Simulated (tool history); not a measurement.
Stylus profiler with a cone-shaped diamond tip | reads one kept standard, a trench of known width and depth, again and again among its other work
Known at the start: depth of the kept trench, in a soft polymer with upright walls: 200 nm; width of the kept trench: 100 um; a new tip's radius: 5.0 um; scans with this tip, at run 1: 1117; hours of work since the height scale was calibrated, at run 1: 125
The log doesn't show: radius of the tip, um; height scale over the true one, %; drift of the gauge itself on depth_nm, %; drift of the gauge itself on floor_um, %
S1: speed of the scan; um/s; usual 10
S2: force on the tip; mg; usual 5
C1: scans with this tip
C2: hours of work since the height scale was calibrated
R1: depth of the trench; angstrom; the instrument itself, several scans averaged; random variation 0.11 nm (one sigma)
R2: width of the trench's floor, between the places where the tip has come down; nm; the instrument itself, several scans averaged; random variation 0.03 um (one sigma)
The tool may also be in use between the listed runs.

run 1 hour=0 | S1=10 S2=5 | C1=1117 C2=125 | R1=2028.8 R2=97140
run 2 hour=15 | S1=10 S2=5 | C1=1194 C2=133 | R1=2028.1 R2=97200
run 3 hour=29.8 | S1=10 S2=5 | C1=1269 C2=142 | R1=2029.9 R2=97180
run 4 hour=50.7 | S1=10 S2=5 | C1=1376 C2=154 | R1=2027.5 R2=97200
run 5 hour=67.4 | S1=4 S2=5 | C1=1461 C2=163 | R1=2027.5 R2=97150
run 6 hour=79.5 | S1=4 S2=5 | C1=1523 C2=170 | R1=2026.2 R2=97250
run 7 hour=106 | S1=4 S2=5 | C1=1659 C2=185 | R1=2027.6 R2=97210
run 8 hour=124.2 | S1=4 S2=5 | C1=1752 C2=195 | R1=2027.2 R2=97150
run 9 hour=141.5 | S1=14 S2=5 | C1=1840 C2=205 | R1=2027.7 R2=97190
run 10 hour=161.6 | S1=10 S2=2.21 | C1=1943 C2=217 | R1=2016.4 R2=97170
run 11 hour=185 | S1=10 S2=2.21 | C1=2062 C2=230 | R1=2015.1 R2=97180
run 12 hour=205.1 | S1=10 S2=13.25 | C1=2165 C2=242 | R1=2052.9 R2=97160
run 13 hour=230.4 | S1=10 S2=13.25 | C1=2294 C2=256 | R1=2052 R2=97180
run 14 hour=248.1 | S1=10 S2=13.25 | C1=2385 C2=266 | R1=2050.7 R2=97200
run 15 hour=267.4 | S1=38 S2=13.25 | C1=2483 C2=277 | R1=2051.7 R2=97100
run 16 hour=293.4 | S1=38 S2=13.25 | C1=2616 C2=292 | R1=2052.1 R2=97180
run 17 hour=312.9 | S1=38 S2=13.25 | C1=2716 C2=303 | R1=2052 R2=97130
run 18 hour=338.2 | S1=3 S2=5 | C1=2845 C2=317 | R1=2025.2 R2=97160
run 19 hour=367.4 | S1=10 S2=5 | C1=2994 C2=334 | R1=2029.1 R2=97120
run 20 hour=389 | S1=10 S2=5 | C1=3105 C2=346 | R1=2028 R2=97130
run 21 hour=409.3 | S1=10 S2=5 | C1=3208 C2=358 | R1=2026.9 R2=97200
run 22 hour=438.6 | S1=10 S2=5 | C1=3358 C2=375 | R1=2025.8 R2=97180
run 23 hour=459.7 | S1=10 S2=11.73 | C1=3466 C2=387 | R1=2049.7 R2=97090
run 24 hour=483.2 | S1=10 S2=11.73 | C1=3586 C2=400 | R1=2045.1 R2=97220
run 25 hour=511 | S1=10 S2=9.6 | C1=3728 C2=416 | R1=2041.8 R2=97140
run 26 hour=539.7 | S1=10 S2=3.17 | C1=3874 C2=432 | R1=2021.7 R2=97170
run 27 hour=565.2 | S1=2 S2=1.74 | C1=4004 C2=447 | R1=2013.1 R2=97180
run 28 hour=589.5 | S1=2 S2=1.74 | C1=4129 C2=461 | R1=2014.4 R2=97190
run 29 hour=603 | S1=25 S2=1.83 | C1=4198 C2=468 | R1=2014.4 R2=97010
run 30 hour=632.2 | S1=5 S2=5.45 | C1=4347 C2=485 | R1=2027.9 R2=97160
run 31 hour=648.1 | S1=5 S2=5.45 | C1=4428 C2=494 | R1=2028.4 R2=97190
run 32 hour=670 | S1=29 S2=2.06 | C1=4540 C2=507 | R1=2013.6 R2=97040
run 33 hour=692.4 | S1=8 S2=2.56 | C1=4654 C2=519 | R1=2016.9 R2=97180
run 34 hour=716.8 | S1=36 S2=4.52 | C1=4779 C2=533 | R1=2025.8 R2=97080
run 35 hour=729.8 | S1=17 S2=11.54 | C1=4845 C2=541 | R1=2046.2 R2=97160
run 36 hour=748 | S1=17 S2=11.54 | C1=4939 C2=551 | R1=2047.4 R2=97100
run 37 hour=764.9 | S1=36 S2=6.02 | C1=5025 C2=561 | R1=2029.8 R2=97050
run 38 hour=785.6 | S1=10 S2=2.04 | C1=5130 C2=572 | R1=2015.6 R2=97170
run 39 hour=798.5 | S1=10 S2=2.04 | C1=5196 C2=580 | R1=2014 R2=97130
run 40 hour=814.6 | S1=11 S2=13.2 | C1=5279 C2=589 | R1=2050.4 R2=97230
run 41 hour=841.7 | S1=11 S2=13.2 | C1=5417 C2=604 | R1=2051.2 R2=97150
run 42 hour=868.1 | S1=2 S2=5 | C1=5552 C2=620 | R1=2028.6 R2=97230
run 43 hour=887.9 | S1=2 S2=5.22 | C1=5653 C2=631 | R1=2029.3 R2=97220
run 44 hour=913.2 | S1=2 S2=5.22 | C1=5782 C2=645 | R1=2027.4 R2=97250
run 45 hour=940.8 | S1=3 S2=5 | C1=5924 C2=661 | R1=2028.3 R2=97210
run 46 hour=967.3 | S1=2 S2=10.91 | C1=6059 C2=676 | R1=2045.2 R2=97170

3 ways to go on from here, each from the tool as it stands after run 46. What would each give?
run A hour=987.9 | S1=4 S2=4.22 | C1=6164 C2=688 | R1=? R2=?
run B hour=987.9 | S1=21 S2=2.06 | C1=6164 C2=688 | R1=? R2=?
run C hour=987.9 | S1=13 S2=5.61 | C1=6164 C2=688 | R1=? R2=?

run=A R1=2024 R2=97190
run=B R1=2014.5 R2=97080
run=C R1=2028.3 R2=97140
Without the tool's hidden state the same runs would have given:
run=A R1=2023.9 R2=97200
run=B R1=2014.4 R2=97090
run=C R1=2028.2 R2=97150
